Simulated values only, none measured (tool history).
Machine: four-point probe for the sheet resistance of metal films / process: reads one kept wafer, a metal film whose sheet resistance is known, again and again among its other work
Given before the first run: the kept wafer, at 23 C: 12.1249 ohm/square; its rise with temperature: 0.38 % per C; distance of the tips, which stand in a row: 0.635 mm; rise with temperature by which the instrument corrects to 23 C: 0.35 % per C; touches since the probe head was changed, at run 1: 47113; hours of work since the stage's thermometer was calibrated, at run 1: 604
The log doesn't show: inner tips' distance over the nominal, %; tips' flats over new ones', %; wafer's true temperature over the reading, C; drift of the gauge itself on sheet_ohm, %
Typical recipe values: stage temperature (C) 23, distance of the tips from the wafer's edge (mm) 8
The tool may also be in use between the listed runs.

| run | hour | stage temperature (C) | distance of the tips from the wafer's edge (mm) | touches since the probe head was changed | hours of work since the stage's thermometer was calibrated | sheet resistance as the instrument gives it (ohm/square) |
|---|---|---|---|---|---|---|
| 1 | 0.0 | 23 | 8 | 47113 | 604 | 12.178346 |
| 2 | 43.5 | 23 | 44 | 48302 | 634 | 12.136792 |
| 3 | 130.7 | 23 | 7 | 50681 | 695 | 12.194137 |
| 4 | 175.0 | 23 | 7 | 51891 | 727 | 12.193981 |
| 5 | 248.4 | 23 | 7 | 53894 | 778 | 12.198262 |
| 6 | 299.9 | 23 | 7 | 55302 | 814 | 12.202612 |
| 7 | 368.9 | 23 | 7 | 57186 | 863 | 12.206409 |
| 8 | 450.2 | 24 | 41 | 59404 | 920 | 12.156533 |
| 9 | 520.5 | 24 | 41 | 61323 | 969 | 12.155034 |
|  | 527.4 | stage's thermometer calibrated |
| 10 | 563.4 | 24 | 11 | 62481 | 25 | 12.180076 |
| 11 | 605.4 | 23 | 4 | 63630 | 55 | 12.319293 |
| 12 | 680.8 | 19 | 26 | 65688 | 108 | 12.154473 |
| 13 | 729.4 | 19 | 26 | 67015 | 142 | 12.153022 |

4 ways to go on from here, each from the tool as it stands after run 13. What would each give?
| A | 809.5 | 27 | 16 | 69202 | 198 | ? |
| B | 809.5 | 19 | 7 | 69202 | 198 | ? |
| C | 809.5 | 31 | 16 | 69202 | 198 | ? |
| D | 809.5 | 32 | 5 | 69202 | 198 | ? |

| run | sheet resistance as the instrument gives it (ohm/square) |
|---|---|
| A | 12.184761 |
| B | 12.211580 |
| C | 12.192657 |
| D | 12.296952 |
Without the tool's hidden state the same runs would have given:
| run | sheet resistance as the instrument gives it (ohm/square) |
|---|---|
| A | 12.145063 |
| B | 12.171330 |
| C | 12.153159 |
| D | 12.257186 |
